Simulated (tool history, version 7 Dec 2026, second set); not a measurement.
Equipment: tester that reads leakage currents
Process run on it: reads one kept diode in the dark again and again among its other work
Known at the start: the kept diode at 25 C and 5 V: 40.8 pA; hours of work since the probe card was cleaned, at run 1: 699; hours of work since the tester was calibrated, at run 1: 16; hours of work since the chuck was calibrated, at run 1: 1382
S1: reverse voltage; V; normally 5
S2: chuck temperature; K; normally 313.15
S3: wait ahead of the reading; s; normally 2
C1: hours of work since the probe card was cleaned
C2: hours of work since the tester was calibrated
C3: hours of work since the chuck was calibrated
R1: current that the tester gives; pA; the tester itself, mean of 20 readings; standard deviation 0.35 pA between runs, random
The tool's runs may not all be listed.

run    hour    S1      S2    S3    C1   C2    C3      R1
  1       0     5  313.15     2   699   16  1382  136.92
  2   101.8     5  313.15     2   749   65  1432  138.33
  3   276.5     5  313.15  2.62   834  151  1517  139.76
  4   393.2  3.66  313.15  2.62   891  208  1574  119.58
  5   518.4  3.66  313.15  2.62   952  269  1635  120.82
  6   613.7     5  313.15     2   999  315  1682  143.25
      681.1  -- chuck's temperature calibrated
  7   789.2     5  313.15     2  1083  400    53  131.06
  8   944.3  1.41  308.15  3.64  1159  476   129   48.76
     1045.9  -- probe card cleaned and baked
  9  1151.5  8.12  325.15  1.03    52  575   228  329.31
 10  1359.3   1.5  314.15  7.71   153  677   330   71.24
 11  1504.5     5  306.15  7.39   224  748   401   77.98
 12  1635.3  3.06  311.15  1.31   288  812   464   85.59
 13    1790   9.7  299.15  7.78   363  887   540   73.38
 14  1957.4     5  306.15  0.65   445  969   622   82.67

Here are 5 independent what-if runs from the current tool condition. What would each one return?
  A  2102.1   2.23  306.15  0.97  516  1040  692   ?
  B  2102.1  19.08  296.15  2.86  516  1040  692   ?
  C  2102.1      5  305.15   4.2  516  1040  692   ?
  D  2102.1   2.41  311.15   7.4  516  1040  692   ?
  E  2102.1   1.51  301.15     2  516  1040  692   ?

run     R1
  A  54.75
  B  98.98
  C   78.4
  D  78.24
  E  31.89
Had the tool no hidden state, the same runs would have come out as:
run     R1
  A  48.67
  B  69.72
  C  67.51
  D  70.61
  E  28.04
